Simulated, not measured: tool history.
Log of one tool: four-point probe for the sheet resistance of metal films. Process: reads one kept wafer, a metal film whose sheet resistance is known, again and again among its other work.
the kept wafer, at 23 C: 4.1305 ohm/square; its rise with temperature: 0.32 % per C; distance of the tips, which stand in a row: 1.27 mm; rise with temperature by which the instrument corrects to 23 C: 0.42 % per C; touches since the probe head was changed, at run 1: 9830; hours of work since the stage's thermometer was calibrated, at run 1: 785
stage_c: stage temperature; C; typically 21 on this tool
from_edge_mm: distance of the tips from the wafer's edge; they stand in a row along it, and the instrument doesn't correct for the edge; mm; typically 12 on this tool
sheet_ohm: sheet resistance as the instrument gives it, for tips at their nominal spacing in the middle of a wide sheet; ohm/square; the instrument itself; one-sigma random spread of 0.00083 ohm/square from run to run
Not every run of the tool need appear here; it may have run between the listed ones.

run,hour,stage_c,from_edge_mm,touches since the probe head was changed,hours of work since the stage's thermometer was calibrated,sheet_ohm
1,0,21,12,9830,785,4.159069
2,16.2,34,12,10052,795,4.109698
3,28.3,27,12,10216,803,4.13745
4,41,21,12,10391,811,4.160633
5,60,21,3,10650,823,4.497236
6,79.8,26,3,10921,835,4.472664
7,98.1,20,12,11171,846,4.164643
8,112.9,20,12,11374,856,4.164727
9,135.3,21,12,11679,869,4.161474
10,157.6,21,45,11984,883,4.138868
11,174,21,45,12209,894,4.137123
12,193.8,21,12,12479,906,4.162717
13,213.3,24,21,12746,918,4.133133
# hour 216: stage's thermometer calibrated
14,233.5,24,3,13015,11,4.486164
# hour 252.2: stage's thermometer calibrated, once more
15,253.9,26,57,13287,1,4.114985
16,274.4,26,57,13568,14,4.113812
17,289.4,26,57,13772,23,4.114648
18,306.2,28,57,14002,34,4.106833
19,323.1,18,6,14234,44,4.244537
20,346,19,23,14546,58,4.148683

Forecast run 21:
21,371,21,54,14888,74,?

Run 21 produced sheet_ohm 4.135093 ohm/square.
On a tool with no hidden condition, and with the same random variation, this run would have come out at sheet_ohm 4.139558 ohm/square.

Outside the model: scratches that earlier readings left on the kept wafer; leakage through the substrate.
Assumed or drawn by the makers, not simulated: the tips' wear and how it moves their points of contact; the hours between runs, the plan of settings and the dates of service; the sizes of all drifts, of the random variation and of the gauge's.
